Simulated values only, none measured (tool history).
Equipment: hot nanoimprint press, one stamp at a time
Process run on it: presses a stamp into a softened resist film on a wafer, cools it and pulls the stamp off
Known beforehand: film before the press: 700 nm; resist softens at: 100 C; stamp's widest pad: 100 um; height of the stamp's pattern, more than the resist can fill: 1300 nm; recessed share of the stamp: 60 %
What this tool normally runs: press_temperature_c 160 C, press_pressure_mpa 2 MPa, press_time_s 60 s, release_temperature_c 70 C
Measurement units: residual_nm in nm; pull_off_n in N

Run 1, hour 0: usual settings. Result: residual_nm 307 nm, pull_off_n 214 N.
Run 2, hour 12.4: usual settings but press_temperature_c 165 C. Result: residual_nm 216.2 nm, pull_off_n 219 N.
Run 3, hour 20.9: usual settings but press_temperature_c 165 C. Result: residual_nm 218.2 nm, pull_off_n 226 N.
Run 4, hour 27.5: usual settings but press_time_s 52 s. Result: residual_nm 322.4 nm, pull_off_n 228 N.
Run 5, hour 37.4: usual settings but press_time_s 52 s. Result: residual_nm 327.1 nm, pull_off_n 229 N.
Run 6, hour 47.2: usual settings but press_time_s 52 s. Result: residual_nm 322.8 nm, pull_off_n 222 N.
Run 7, hour 57.3: usual settings but press_time_s 52 s. Result: residual_nm 319.5 nm, pull_off_n 235 N.
Run 8, hour 65.2: usual settings. Result: residual_nm 305.7 nm, pull_off_n 231 N.
Run 9, hour 77.8: usual settings. Result: residual_nm 304.2 nm, pull_off_n 240 N.
Run 10, hour 86.5: usual settings but release_temperature_c 76 C. Result: residual_nm 302.1 nm, pull_off_n 215 N.
Run 11, hour 95.2: usual settings but release_temperature_c 76 C. Result: residual_nm 302.9 nm, pull_off_n 217 N.
At hour 99.1: plate thermocouple calibrated.
Run 12, hour 105.6: usual settings but press_time_s 69 s. Result: residual_nm 284.3 nm, pull_off_n 242 N.
Run 13, hour 113.2: usual settings but press_time_s 69 s. Result: residual_nm 283.4 nm, pull_off_n 230 N.
Run 14, hour 120.5: usual settings but press_time_s 69 s. Result: residual_nm 282.5 nm, pull_off_n 244 N.
Run 15, hour 133.1: usual settings but press_time_s 69 s. Result: residual_nm 281.9 nm, pull_off_n 250 N.
Run 16, hour 144.5: usual settings but press_temperature_c 166 C, press_pressure_mpa 2.82 MPa. Result: residual_nm 169.7 nm, pull_off_n 256 N.
Run 17, hour 151.5: usual settings but press_temperature_c 166 C, press_pressure_mpa 2.82 MPa. Result: residual_nm 168 nm, pull_off_n 250 N.
Run 18, hour 156.7: usual settings but press_temperature_c 152 C, press_pressure_mpa 3.18 MPa, press_time_s 35 s, release_temperature_c 76 C. Result: residual_nm 489.4 nm, pull_off_n 235 N.
At hour 169.5: plate thermocouple calibrated, once more.
Run 19, hour 169.5: usual settings but press_temperature_c 168 C, release_temperature_c 77 C. Result: residual_nm 183.2 nm, pull_off_n 231 N.
Run 20, hour 174.7: usual settings but press_temperature_c 168 C, release_temperature_c 77 C. Result: residual_nm 184.7 nm, pull_off_n 229 N.
Run 21, hour 183.5: usual settings but press_temperature_c 168 C, release_temperature_c 60 C. Result: residual_nm 183.5 nm, pull_off_n 300 N.
Run 22, hour 193.9: usual settings but press_temperature_c 162 C, press_pressure_mpa 1.27 MPa. Result: residual_nm 332.6 nm, pull_off_n 270 N.
Run 23, hour 199.7: usual settings but press_temperature_c 167 C, press_pressure_mpa 2.2 MPa, press_time_s 118 s. Result: residual_nm 135.9 nm, pull_off_n 259 N.
Run 24, hour 206.6: usual settings but press_pressure_mpa 2.9 MPa, release_temperature_c 68 C. Result: residual_nm 270.1 nm, pull_off_n 273 N.
Run 25, hour 217.1: usual settings but press_temperature_c 155 C, press_pressure_mpa 2.36 MPa, release_temperature_c 66 C. Result: residual_nm 403.9 nm, pull_off_n 274 N.
Run 26, hour 224.9: usual settings but press_pressure_mpa 1.25 MPa, press_time_s 112 s. Result: residual_nm 297.8 nm, pull_off_n 268 N.
Run 27, hour 234.5: usual settings but press_pressure_mpa 1.52 MPa, press_time_s 51 s, release_temperature_c 57 C. Result: residual_nm 369.3 nm, pull_off_n 334 N.

Predict the results of run 28:
At hour 246.3: stamp cleaned and given a new release coat.
Run 28, hour 248.9: usual settings but press_pressure_mpa 3.06 MPa, press_time_s 107 s, release_temperature_c 57 C. Result: residual_nm ?, pull_off_n ?.

Run 28 yielded residual_nm 202.9 nm, pull_off_n 244 N.
Without the tool's hidden state the same run would have given residual_nm 201 nm, pull_off_n 244 N.

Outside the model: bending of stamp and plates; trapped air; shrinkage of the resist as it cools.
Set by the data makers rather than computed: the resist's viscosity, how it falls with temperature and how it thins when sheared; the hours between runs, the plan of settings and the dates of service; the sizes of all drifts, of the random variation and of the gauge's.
